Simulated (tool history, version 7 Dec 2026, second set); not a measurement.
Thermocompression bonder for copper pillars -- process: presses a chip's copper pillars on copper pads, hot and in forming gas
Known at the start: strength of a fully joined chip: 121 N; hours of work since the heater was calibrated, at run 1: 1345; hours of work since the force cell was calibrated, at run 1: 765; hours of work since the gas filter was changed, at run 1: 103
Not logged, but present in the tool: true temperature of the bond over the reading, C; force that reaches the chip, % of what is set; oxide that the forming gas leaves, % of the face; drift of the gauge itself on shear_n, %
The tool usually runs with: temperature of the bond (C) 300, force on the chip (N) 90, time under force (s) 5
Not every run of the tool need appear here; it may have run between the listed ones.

run,hour,temperature of the bond (C),force on the chip (N),time under force (s),hours of work since the heater was calibrated,hours of work since the force cell was calibrated,hours of work since the gas filter was changed,force that shears a chip off (N)
1,0.0,300,90,5,1345,765,103,71.9
2,54.9,329,90,5,1377,797,135,89.3
3,79.7,329,90,5,1391,812,150,88.4
# hour 100.5: forming gas filter changed
# hour 105.7: heater calibrated with a thermocouple chip
4,127.5,299,90,5,13,838,15,71.0
5,172.4,299,90,5,39,864,41,71.7
6,201.6,300,90,5,56,881,58,72.4
7,235.9,300,90,5,76,901,78,71.8
8,288.3,300,90,5,107,932,108,72.6
9,338.7,329,90,5,136,961,138,88.8
# hour 379.8: forming gas filter changed
10,395.1,329,90,5,169,994,9,90.3
11,447.5,300,90,5,199,1025,40,72.0
12,475.5,300,90,5,216,1041,56,72.0
13,518.2,300,90,5,240,1066,81,72.4
14,564.6,300,90,5,268,1093,108,72.7
15,607.8,300,90,5,293,1118,133,71.9
16,642.2,300,90,5,313,1138,153,72.8
# hour 655.1: forming gas filter changed
17,697.1,300,90,5,345,1170,24,72.9
18,737.6,300,90,5,368,1194,48,73.0
19,782.2,300,90,5,394,1220,74,72.9
20,835.0,300,90,5,425,1250,105,73.0
21,865.0,273,94,12,443,1268,123,76.5
22,919.5,273,94,12,474,1300,154,76.2
# hour 930.0: forming gas filter changed
23,946.7,282,105,11,490,1315,10,87.0
24,983.7,296,55,13,512,1337,31,68.1
25,1015.4,296,55,13,530,1355,50,68.0
26,1052.2,278,55,3,552,1377,71,31.5
27,1097.7,281,131,5,578,1403,98,80.0
# hour 1113.7: gauge calibrated
28,1142.5,284,68,9,604,1430,124,61.0
29,1172.9,284,67,9,622,1447,142,59.9
30,1198.4,298,101,3,637,1462,157,64.2
# hour 1205.9: forming gas filter changed
31,1249.5,280,116,4,666,1492,25,66.7
32,1299.3,280,83,5,695,1521,54,56.1
33,1344.7,318,125,5,722,1547,81,98.4
34,1380.1,278,125,4,743,1568,102,68.4
35,1429.8,278,125,4,772,1597,131,69.1
36,1455.7,307,102,5,787,1612,146,82.9
# hour 1480.1: forming gas filter changed
37,1482.1,282,102,5,802,1627,1,66.8
38,1515.8,300,101,4,822,1647,21,73.5

Results per run with the tool's hidden condition removed, run-to-run variation unchanged:
run,force that shears a chip off (N)
1,71.8
2,89.2
3,88.2
4,70.7
5,71.5
6,72.1
7,71.4
8,72.2
9,88.3
10,89.4
11,71.2
12,71.2
13,71.5
14,71.8
15,70.9
16,71.8
17,71.6
18,71.7
19,71.5
20,71.6
21,75.0
22,74.6
23,85.0
24,66.4
25,66.3
26,30.7
27,77.9
28,60.9
29,59.8
30,64.1
31,66.3
32,55.7
33,97.8
34,67.8
35,68.6
36,82.3
37,66.0
38,72.5

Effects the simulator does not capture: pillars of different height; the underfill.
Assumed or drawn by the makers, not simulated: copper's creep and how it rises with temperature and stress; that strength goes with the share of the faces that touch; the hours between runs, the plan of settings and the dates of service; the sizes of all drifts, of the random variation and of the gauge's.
